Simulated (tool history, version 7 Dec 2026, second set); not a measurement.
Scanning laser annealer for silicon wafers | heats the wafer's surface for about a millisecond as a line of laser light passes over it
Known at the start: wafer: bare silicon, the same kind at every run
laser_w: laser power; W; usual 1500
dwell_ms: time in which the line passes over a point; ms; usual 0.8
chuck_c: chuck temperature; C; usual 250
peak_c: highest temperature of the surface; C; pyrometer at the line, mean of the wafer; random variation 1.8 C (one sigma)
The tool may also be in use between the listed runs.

run,hour,laser_w,dwell_ms,chuck_c,peak_c
1,0,1500,0.8,250,1055
2,25,1500,0.8,272,1074
3,71.4,1542,0.8,250,1083
4,121.2,1542,0.8,250,1079
5,147.5,1542,0.8,250,1076
6,174.2,1500,0.998,250,1147
7,222.4,1500,0.8,250,1044
8,243.4,1516,0.8,250,1052
9,274.1,1478,0.735,253,998
10,295.2,1478,0.735,253,992
11,343.2,1478,0.735,253,990
12,378.8,1376,0.774,259,944
13,417.6,1378,0.816,252,961

Forecast each of these 4 alternatives for the next run:
A,457.7,1488,0.668,260,?
B,457.7,1527,0.732,246,?
C,457.7,1407,0.8,250,?
D,457.7,1394,0.816,246,?

run,peak_c
A,961
B,1007
C,968
D,961
Without the tool's hidden state the same runs would have given:
run,peak_c
A,992
B,1040
C,999
D,992

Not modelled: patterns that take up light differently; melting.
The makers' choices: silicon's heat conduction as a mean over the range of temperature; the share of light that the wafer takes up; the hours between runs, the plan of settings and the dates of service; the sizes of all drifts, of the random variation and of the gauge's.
